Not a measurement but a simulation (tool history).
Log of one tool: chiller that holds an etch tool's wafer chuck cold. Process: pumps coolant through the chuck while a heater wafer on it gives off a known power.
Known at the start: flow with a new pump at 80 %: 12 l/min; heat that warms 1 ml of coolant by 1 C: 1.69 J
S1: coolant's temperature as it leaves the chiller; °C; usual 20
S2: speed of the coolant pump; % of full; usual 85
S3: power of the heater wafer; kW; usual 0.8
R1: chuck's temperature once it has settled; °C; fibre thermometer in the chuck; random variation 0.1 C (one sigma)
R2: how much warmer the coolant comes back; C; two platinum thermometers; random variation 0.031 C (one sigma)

{"run": 1, "hour": 0.0, "S1": 20, "S2": 85, "S3": 0.8, "R1": 28, "R2": 2.22}
{"run": 2, "hour": 113.6, "S1": 20, "S2": 85, "S3": 0.8, "R1": 28.1, "R2": 2.23}
{"run": 3, "hour": 236.9, "S1": 20, "S2": 85, "S3": 0.8, "R1": 28, "R2": 2.2}
{"run": 4, "hour": 336.2, "S1": 20, "S2": 85, "S3": 0.8, "R1": 27.9, "R2": 2.16}
{"run": 5, "hour": 435.1, "S1": 20, "S2": 85, "S3": 0.846, "R1": 28.4, "R2": 2.25}
{"run": 6, "hour": 549.4, "S1": 20, "S2": 85, "S3": 0.476, "R1": 24.7, "R2": 1.23}
{"run": 7, "hour": 737.4, "S1": 20, "S2": 85, "S3": 0.476, "R1": 24.8, "R2": 1.23}
{"run": 8, "hour": 894.8, "S1": 23, "S2": 85, "S3": 0.476, "R1": 27.7, "R2": 1.2}
{"run": 9, "hour": 1089.1, "S1": 20, "S2": 85, "S3": 0.703, "R1": 27.1, "R2": 1.79}
{"run": 10, "hour": 1175.0, "S1": 20, "S2": 85, "S3": 0.703, "R1": 27, "R2": 1.74}
{"run": 11, "hour": 1291.8, "S1": 20, "S2": 85, "S3": 0.703, "R1": 26.9, "R2": 1.75}
{"run": 12, "hour": 1495.7, "S1": 22, "S2": 85, "S3": 0.8, "R1": 30, "R2": 1.97}
{"run": 13, "hour": 1684.6, "S1": 22, "S2": 85, "S3": 0.8, "R1": 29.9, "R2": 1.99}
{"hour": 1814.9, "done": "chiller's thermometer calibrated"}
{"run": 14, "hour": 1836.8, "S1": 22, "S2": 85, "S3": 0.8, "R1": 30, "R2": 1.92}
{"run": 15, "hour": 2038.1, "S1": 20, "S2": 83, "S3": 0.8, "R1": 28, "R2": 1.95}

Forecast run 16:
{"hour": 2101.5, "done": "coolant changed, channels flushed"}
{"run": 16, "hour": 2161.5, "S1": 20, "S2": 83, "S3": 0.8, "R1": "?", "R2": "?"}

R1: 28.2 °C
R2: 1.97 C
Without the tool's hidden state the same run would have given R1 28.2 °C, R2 2.3 C.
